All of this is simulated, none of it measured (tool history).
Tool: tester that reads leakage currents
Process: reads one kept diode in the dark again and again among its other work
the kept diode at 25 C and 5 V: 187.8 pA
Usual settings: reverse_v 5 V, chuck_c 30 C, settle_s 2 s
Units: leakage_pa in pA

run	hour	reverse_v	chuck_c	settle_s	leakage_pa
1	0	5	30	2	311.4
2	83	5	57	2	3043.28
3	127.1	5	57	2	3054.94
4	199.6	5	57	2	3064.24
5	254.6	5	57	2	3099.21
6	336.6	5	57	2	3114.5
7	395.8	5	57	2	3128.68
# hour 481.9: probe card cleaned and baked
8	494.3	5	57	1.72	3151.75
9	534.6	5.74	30	2	347.03
10	592.9	3.09	30	2	244.61
11	681.9	18.53	30	2	709.36
12	761.1	5	36	2	570.24
13	829.5	5	36	2	572.32
14	875.7	5	36	2	577.52
15	956.6	5	30	2	338.35
16	1037.7	5	30	2	341.42
17	1134.7	5	30	2	345.15
18	1211.5	5	30	2	348.85
19	1287.8	5	30	0.56	355.47
20	1364.4	5	30	0.56	358.04
21	1416.4	5	30	0.56	360.5
22	1468.9	5	30	0.56	362.87
23	1522.6	5	30	0.56	363.5
24	1587.5	5	38	3.4	741.17
25	1677.3	5	38	3.4	747.59
26	1739.8	2.33	58	1.03	2467.64
# hour 1750.7: chuck's temperature calibrated
27	1807	5	58	0.55	3292.73
28	1848.2	5	24	1.13	176.95
29	1924.2	1.54	30	2	157.09
30	2016.3	1.54	30	2	157.72
31	2105.9	2.01	24	0.34	108.69
32	2199.7	3.05	34	2	347.42
33	2244.6	14.17	34	4.96	861.12
34	2316.3	14.17	34	4.96	875.48
35	2408.1	5	42	4.28	952.74
36	2467.9	1.7	28	0.77	148.16
37	2523.7	5.7	30	1.94	363.09
38	2622.5	2.33	30	1.86	217.13
39	2720.7	2.33	30	9.18	219.15

Forecast each of these 4 alternatives for the next run:
A	2772.8	19.37	40	9.18	?
B	2772.8	5.62	30	9.18	?
C	2772.8	9.2	54	1.49	?
D	2772.8	19.7	27	2	?

run	leakage_pa
A	1858.23
B	371.36
C	3771.77
D	599.54
Without the tool's hidden state the same runs would have given:
run	leakage_pa
A	1636.49
B	323.18
C	3378.75
D	511.51
